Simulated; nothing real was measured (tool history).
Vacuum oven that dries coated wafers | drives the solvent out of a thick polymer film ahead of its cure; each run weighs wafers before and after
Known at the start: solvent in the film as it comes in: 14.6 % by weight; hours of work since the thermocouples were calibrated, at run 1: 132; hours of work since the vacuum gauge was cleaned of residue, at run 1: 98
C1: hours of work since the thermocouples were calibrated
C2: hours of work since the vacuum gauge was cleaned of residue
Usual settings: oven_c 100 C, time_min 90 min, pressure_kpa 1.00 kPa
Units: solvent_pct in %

{"run": 1, "hour": 0.0, "oven_c": 100, "time_min": 90, "pressure_kpa": 1.0, "C1": 132, "C2": 98, "solvent_pct": 2.41}
{"run": 2, "hour": 20.3, "oven_c": 100, "time_min": 90, "pressure_kpa": 1.0, "C1": 141, "C2": 107, "solvent_pct": 2.53}
{"run": 3, "hour": 29.5, "oven_c": 100, "time_min": 90, "pressure_kpa": 1.0, "C1": 145, "C2": 112, "solvent_pct": 2.49}
{"run": 4, "hour": 49.6, "oven_c": 100, "time_min": 112, "pressure_kpa": 1.0, "C1": 155, "C2": 121, "solvent_pct": 2.1}
{"run": 5, "hour": 63.1, "oven_c": 100, "time_min": 112, "pressure_kpa": 1.0, "C1": 161, "C2": 127, "solvent_pct": 2.02}
{"run": 6, "hour": 75.9, "oven_c": 100, "time_min": 112, "pressure_kpa": 1.0, "C1": 167, "C2": 133, "solvent_pct": 2.08}
{"run": 7, "hour": 96.6, "oven_c": 100, "time_min": 112, "pressure_kpa": 1.0, "C1": 177, "C2": 143, "solvent_pct": 2.08}
{"run": 8, "hour": 108.0, "oven_c": 105, "time_min": 51, "pressure_kpa": 2.09, "C1": 182, "C2": 148, "solvent_pct": 4.51}
{"run": 9, "hour": 121.4, "oven_c": 102, "time_min": 82, "pressure_kpa": 3.79, "C1": 188, "C2": 154, "solvent_pct": 5.93}
{"run": 10, "hour": 142.1, "oven_c": 100, "time_min": 138, "pressure_kpa": 0.61, "C1": 198, "C2": 164, "solvent_pct": 1.21}
{"run": 11, "hour": 160.6, "oven_c": 100, "time_min": 138, "pressure_kpa": 0.61, "C1": 206, "C2": 172, "solvent_pct": 1.32}

3 ways to go on from here, each from the tool as it stands after run 11. What would each give?
{"run": "A", "hour": 169.1, "oven_c": 100, "time_min": 72, "pressure_kpa": 0.92, "C1": 210, "C2": 176, "solvent_pct": "?"}
{"run": "B", "hour": 169.1, "oven_c": 105, "time_min": 158, "pressure_kpa": 0.65, "C1": 210, "C2": 176, "solvent_pct": "?"}
{"run": "C", "hour": 169.1, "oven_c": 97, "time_min": 105, "pressure_kpa": 1.29, "C1": 210, "C2": 176, "solvent_pct": "?"}

run=A solvent_pct=3.00
run=B solvent_pct=0.88
run=C solvent_pct=3.04
Without the tool's hidden state the same runs would have given:
run=A solvent_pct=2.99
run=B solvent_pct=0.88
run=C solvent_pct=3.03

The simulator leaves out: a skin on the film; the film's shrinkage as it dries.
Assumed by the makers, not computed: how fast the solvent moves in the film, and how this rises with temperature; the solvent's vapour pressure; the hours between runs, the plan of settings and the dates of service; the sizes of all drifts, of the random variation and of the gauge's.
